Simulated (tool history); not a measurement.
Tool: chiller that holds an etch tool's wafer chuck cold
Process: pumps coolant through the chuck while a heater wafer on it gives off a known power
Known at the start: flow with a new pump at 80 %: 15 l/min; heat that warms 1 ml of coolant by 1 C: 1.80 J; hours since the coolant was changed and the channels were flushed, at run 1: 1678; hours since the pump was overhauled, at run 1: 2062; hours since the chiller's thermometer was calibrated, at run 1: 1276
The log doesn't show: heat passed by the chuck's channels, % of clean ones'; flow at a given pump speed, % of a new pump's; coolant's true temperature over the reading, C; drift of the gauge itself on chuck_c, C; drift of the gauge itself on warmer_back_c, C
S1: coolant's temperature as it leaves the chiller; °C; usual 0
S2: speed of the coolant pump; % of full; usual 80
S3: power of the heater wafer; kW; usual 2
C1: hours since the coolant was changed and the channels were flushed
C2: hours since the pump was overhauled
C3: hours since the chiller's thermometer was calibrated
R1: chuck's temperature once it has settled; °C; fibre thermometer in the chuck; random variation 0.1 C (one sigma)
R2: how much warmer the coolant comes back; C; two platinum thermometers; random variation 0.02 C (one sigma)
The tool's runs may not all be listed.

{"run": 1, "hour": 0.0, "S1": 0, "S2": 80, "S3": 2, "C1": 1678, "C2": 2062, "C3": 1276, "R1": 14, "R2": 4.46}
{"run": 2, "hour": 47.6, "S1": 0, "S2": 78, "S3": 2, "C1": 1725, "C2": 2110, "C3": 1324, "R1": 14.2, "R2": 4.57}
{"run": 3, "hour": 105.8, "S1": 0, "S2": 78, "S3": 2, "C1": 1784, "C2": 2168, "C3": 1382, "R1": 14.4, "R2": 4.61}
{"run": 4, "hour": 150.0, "S1": 0, "S2": 78, "S3": 2, "C1": 1828, "C2": 2212, "C3": 1426, "R1": 14.1, "R2": 4.57}
{"run": 5, "hour": 186.7, "S1": 0, "S2": 80, "S3": 1.262, "C1": 1865, "C2": 2249, "C3": 1463, "R1": 8.8, "R2": 2.81}
{"run": 6, "hour": 241.4, "S1": 8, "S2": 80, "S3": 2, "C1": 1919, "C2": 2304, "C3": 1518, "R1": 21.9, "R2": 4.49}
{"run": 7, "hour": 278.8, "S1": 0, "S2": 80, "S3": 2, "C1": 1957, "C2": 2341, "C3": 1555, "R1": 14.1, "R2": 4.47}
{"run": 8, "hour": 349.4, "S1": 0, "S2": 80, "S3": 2, "C1": 2027, "C2": 2412, "C3": 1626, "R1": 14, "R2": 4.46}
{"run": 9, "hour": 388.8, "S1": 0, "S2": 80, "S3": 2, "C1": 2067, "C2": 2451, "C3": 1665, "R1": 13.9, "R2": 4.46}
{"run": 10, "hour": 426.1, "S1": 0, "S2": 80, "S3": 2, "C1": 2104, "C2": 2488, "C3": 1702, "R1": 13.8, "R2": 4.45}
{"run": 11, "hour": 498.2, "S1": 0, "S2": 80, "S3": 2, "C1": 2176, "C2": 2561, "C3": 1774, "R1": 13.9, "R2": 4.45}
{"run": 12, "hour": 570.7, "S1": 10, "S2": 80, "S3": 2, "C1": 2249, "C2": 2633, "C3": 1847, "R1": 23.9, "R2": 4.47}

Forecast run 13:
{"run": 13, "hour": 633.5, "S1": 0, "S2": 80, "S3": 2, "C1": 2311, "C2": 2696, "C3": 1910, "R1": "?", "R2": "?"}

Run 13 gave R1 14.1 °C, R2 4.45 C.
Without the tool's hidden state the same run would have given R1 14.1 °C, R2 4.45 C.
